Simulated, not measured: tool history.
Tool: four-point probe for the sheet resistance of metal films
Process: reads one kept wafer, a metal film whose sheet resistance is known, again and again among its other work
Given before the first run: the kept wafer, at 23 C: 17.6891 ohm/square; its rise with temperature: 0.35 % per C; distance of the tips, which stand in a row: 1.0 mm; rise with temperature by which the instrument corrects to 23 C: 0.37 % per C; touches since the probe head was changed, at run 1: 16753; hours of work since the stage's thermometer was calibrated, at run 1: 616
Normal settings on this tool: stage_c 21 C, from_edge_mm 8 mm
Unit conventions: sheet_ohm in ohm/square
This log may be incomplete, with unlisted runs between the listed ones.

run   hour  stage_c  from_edge_mm  touches since the probe head was changed  hours of work since the stage's thermometer was calibrated  sheet_ohm
  1      0       21             8                                     16753                                                         616    17.9052
  2   19.3       21             8                                     17502                                                         630  17.911448
  3   38.8       21             8                                     18256                                                         643  17.914938
  4   56.3       21             8                                     18935                                                         655  17.915292
  5   71.3       21             8                                     19517                                                         666  17.915382
  6   87.6       21             8                                     20148                                                         677   17.91992
  7  101.9       32             8                                     20701                                                         687  17.866511
  8  117.9       25             8                                     21320                                                         699  17.892932
  9  127.1       25             8                                     21676                                                         705   17.90225
 10  141.5       21            30                                     22234                                                         715  17.785785
 11  152.1       21            30                                     22645                                                         723  17.789985
 12  164.7       21            30                                     23132                                                         731  17.789756
 13    180       21            30                                     23724                                                         742  17.788458
 14  198.6       22            30                                     24446                                                         755  17.782066
 15  207.7       22             4                                     24799                                                         762   18.34823
 16    226       22             3                                     25507                                                         774   18.77305
 17  241.2       21             8                                     26097                                                         785  17.930216
 18  255.2       21            37                                     26637                                                         795  17.791974
 19  274.8       29             8                                     27396                                                         809  17.891453
 20  293.7       29             8                                     28128                                                         822  17.896536
 21  311.3       21            39                                     28810                                                         834  17.794863
 22  332.8       21            39                                     29642                                                         849  17.793288
 23  343.2       23            30                                     30048                                                         857  17.788849
 24  357.2       30            11                                     30590                                                         866  17.831829
 25    377       19            35                                     31355                                                         880  17.811586
 26  386.5       19            46                                     31724                                                         887  17.804886
 27  404.7       28            25                                     32431                                                         900  17.777166
 28  425.6       22            30                                     33237                                                         914  17.801751
 29    440       26            11                                     33794                                                         924  17.851875
 30  450.8       25             8                                     34213                                                         932  17.931104
 31  463.6       19             5                                     34709                                                         941  18.181373
 32  474.5       19             5                                     35131                                                         949  18.188398
 33  493.2       28             8                                     35857                                                         962  17.922343
 34  505.5       31            10                                     36334                                                         970  17.847619
 35  517.3       31            10                                     36792                                                         979  17.843429
 36  527.1       33             6                                     37170                                                         986  18.012826
 37  548.2       33             6                                     37986                                                        1000  18.010888
 38  567.2       33             5                                     38723                                                        1014  18.122558
 39  581.5       19             3                                     39277                                                        1024  18.818312
 40  603.6       19             3                                     40134                                                        1039  18.818511
 41  615.8       28             7                                     40607                                                        1048  17.968532
 42  634.8       22            35                                     41341                                                        1061  17.810467
 43  644.6       22            35                                     41723                                                        1068  17.816552
 44  664.9       22            35                                     42508                                                        1082  17.820006

Here are 5 independent what-if runs from the current tool condition. What would each one return?
  A  679.8       34             5                                     43085                                                        1093          ?
  B  679.8       28            37                                     43085                                                        1093          ?
  C  679.8       28            31                                     43085                                                        1093          ?
  D  679.8       25            18                                     43085                                                        1093          ?
  E  679.8       18             8                                     43085                                                        1093          ?

run  sheet_ohm
  A  18.135046
  B  17.789023
  C   17.78968
  D  17.827863
  E  17.979262
With no hidden state in the tool, these same runs would have given:
run  sheet_ohm
  A  18.015829
  B   17.67179
  C  17.672444
  D  17.710329
  E  17.860653
